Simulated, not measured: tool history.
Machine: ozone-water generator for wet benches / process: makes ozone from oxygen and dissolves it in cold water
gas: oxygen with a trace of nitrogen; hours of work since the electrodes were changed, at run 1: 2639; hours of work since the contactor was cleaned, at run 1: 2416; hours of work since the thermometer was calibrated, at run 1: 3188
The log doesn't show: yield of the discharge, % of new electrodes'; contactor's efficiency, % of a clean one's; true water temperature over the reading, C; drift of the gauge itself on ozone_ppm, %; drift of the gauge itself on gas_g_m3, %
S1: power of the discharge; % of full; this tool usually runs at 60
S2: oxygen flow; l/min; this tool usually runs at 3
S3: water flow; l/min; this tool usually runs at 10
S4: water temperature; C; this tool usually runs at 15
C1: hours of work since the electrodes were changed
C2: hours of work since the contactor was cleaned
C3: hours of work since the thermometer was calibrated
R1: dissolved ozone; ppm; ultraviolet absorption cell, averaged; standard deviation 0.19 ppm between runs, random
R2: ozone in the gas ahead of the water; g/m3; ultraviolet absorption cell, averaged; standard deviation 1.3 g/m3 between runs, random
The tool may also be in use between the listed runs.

Run 1, hour 0: usual settings; C1 2639; C2 2416; C3 3188. Result: R1 25.6 ppm, R2 224.7 g/m3.
Run 2, hour 79: usual settings but S2 2.1 l/min; C1 2702; C2 2479; C3 3252. Result: R1 24.7 ppm, R2 270 g/m3.
Run 3, hour 164.2: usual settings but S2 2.1 l/min; C1 2771; C2 2548; C3 3320. Result: R1 24.6 ppm, R2 263.5 g/m3.
Run 4, hour 229: usual settings; C1 2823; C2 2600; C3 3372. Result: R1 25.3 ppm, R2 226.1 g/m3.
Run 5, hour 313.6: usual settings; C1 2891; C2 2668; C3 3440. Result: R1 25.8 ppm, R2 226.1 g/m3.
Run 6, hour 433.5: usual settings; C1 2988; C2 2764; C3 3537. Result: R1 25.5 ppm, R2 223.9 g/m3.
Run 7, hour 551.9: usual settings; C1 3083; C2 2859; C3 3632. Result: R1 25.3 ppm, R2 224.8 g/m3.
Run 8, hour 632.4: usual settings but S4 17 C; C1 3147; C2 2924; C3 3697. Result: R1 24.4 ppm, R2 225.8 g/m3.
Run 9, hour 729.8: usual settings but S1 86 % of full, S4 17 C; C1 3226; C2 3002; C3 3775. Result: R1 31.8 ppm, R2 293.8 g/m3.
Run 10, hour 783.3: usual settings; C1 3269; C2 3045; C3 3818. Result: R1 25.4 ppm, R2 225 g/m3.
Run 11, hour 863.5: usual settings; C1 3333; C2 3110; C3 3882. Result: R1 25.5 ppm, R2 222.9 g/m3.
Run 12, hour 961.7: usual settings but S2 4.35 l/min; C1 3412; C2 3189; C3 3961. Result: R1 25.5 ppm, R2 191.6 g/m3.
Run 13, hour 1043.9: usual settings but S3 12 l/min; C1 3478; C2 3255; C3 4028. Result: R1 21.9 ppm, R2 224.5 g/m3.
Run 14, hour 1136.8: usual settings; C1 3553; C2 3330; C3 4102. Result: R1 25.2 ppm, R2 223.3 g/m3.
Run 15, hour 1239.7: usual settings; C1 3636; C2 3412; C3 4185. Result: R1 25.3 ppm, R2 222 g/m3.
Run 16, hour 1306.9: usual settings but S2 2.28 l/min, S3 11 l/min, S4 13 C; C1 3690; C2 3466; C3 4239. Result: R1 22.8 ppm, R2 254.5 g/m3.
Run 17, hour 1359: usual settings but S1 75 % of full, S3 11 l/min; C1 3732; C2 3508; C3 4281. Result: R1 27.4 ppm, R2 261.7 g/m3.
Run 18, hour 1457.4: usual settings but S3 6 l/min, S4 22 C; C1 3811; C2 3587; C3 4360. Result: R1 31.2 ppm, R2 222.6 g/m3.
Run 19, hour 1568.2: usual settings but S1 65 % of full, S2 2.76 l/min, S3 16 l/min, S4 9 C; C1 3900; C2 3676; C3 4449. Result: R1 18.4 ppm, R2 245.6 g/m3.
Run 20, hour 1628.4: usual settings but S1 65 % of full, S2 2.76 l/min, S3 16 l/min, S4 9 C; C1 3948; C2 3725; C3 4498. Result: R1 18.2 ppm, R2 247.8 g/m3.
Run 21, hour 1686.8: usual settings but S1 62 % of full, S2 2.76 l/min, S3 12 l/min, S4 10 C; C1 3995; C2 3772; C3 4544. Result: R1 22.8 ppm, R2 237.4 g/m3.
At hour 1722: contactor cleaned.
Run 22, hour 1769.3: usual settings but S1 62 % of full, S2 2.76 l/min, S3 12 l/min, S4 10 C; C1 4058; C2 38; C3 4608. Result: R1 23.8 ppm, R2 234.6 g/m3.
Run 23, hour 1877.7: usual settings but S1 75 % of full, S2 3.57 l/min, S3 12 l/min, S4 10 C; C1 4146; C2 125; C3 4695. Result: R1 28 ppm, R2 243 g/m3.
Run 24, hour 1954.3: usual settings but S1 75 % of full, S2 3.57 l/min, S3 12 l/min, S4 10 C; C1 4207; C2 187; C3 4756. Result: R1 28.2 ppm, R2 240.1 g/m3.
Run 25, hour 2020.9: usual settings but S1 75 % of full, S2 3.57 l/min, S3 12 l/min, S4 10 C; C1 4261; C2 240; C3 4810. Result: R1 28 ppm, R2 239.4 g/m3.
Run 26, hour 2085.2: usual settings but S1 98 % of full, S2 3.57 l/min, S3 8 l/min, S4 10 C; C1 4312; C2 292; C3 4862. Result: R1 47.2 ppm, R2 291.4 g/m3.
Run 27, hour 2172.1: usual settings but S1 48 % of full, S3 14 l/min, S4 10 C; C1 4382; C2 362; C3 4931. Result: R1 17.4 ppm, R2 189.4 g/m3.
Run 28, hour 2229.4: usual settings but S1 48 % of full, S2 1.69 l/min, S3 14 l/min, S4 18 C; C1 4428; C2 408; C3 4977. Result: R1 14.3 ppm, R2 244.9 g/m3.
Run 29, hour 2334.4: usual settings but S4 10 C; C1 4513; C2 492; C3 5062. Result: R1 27.3 ppm, R2 221.1 g/m3.
Run 30, hour 2453.6: usual settings but S4 10 C; C1 4609; C2 588; C3 5158. Result: R1 27.1 ppm, R2 222.7 g/m3.

Some steps in R1, run to run, broken into two amounts with sign: the step expected even without the hidden condition (settings, incoming material, random variation), and the rest, left for the hidden condition together with whatever gauge scatter is not in both the measured and the hidden-condition-free result:
Run 25 -> 26: S1 75 -> 98, S3 12 -> 8. R1 +19.2 ppm: hidden state -2.1, all else +21.3.
Run 26 -> 27: S1 98 -> 48, S2 3.57 -> 3, S3 8 -> 14. R1 -29.8 ppm: hidden state +3.2, all else -33.
Run 28 -> 29: S1 48 -> 60, S2 1.69 -> 3, S3 14 -> 10, S4 18 -> 10. R1 +13 ppm: hidden state -1.2, all else +14.2.

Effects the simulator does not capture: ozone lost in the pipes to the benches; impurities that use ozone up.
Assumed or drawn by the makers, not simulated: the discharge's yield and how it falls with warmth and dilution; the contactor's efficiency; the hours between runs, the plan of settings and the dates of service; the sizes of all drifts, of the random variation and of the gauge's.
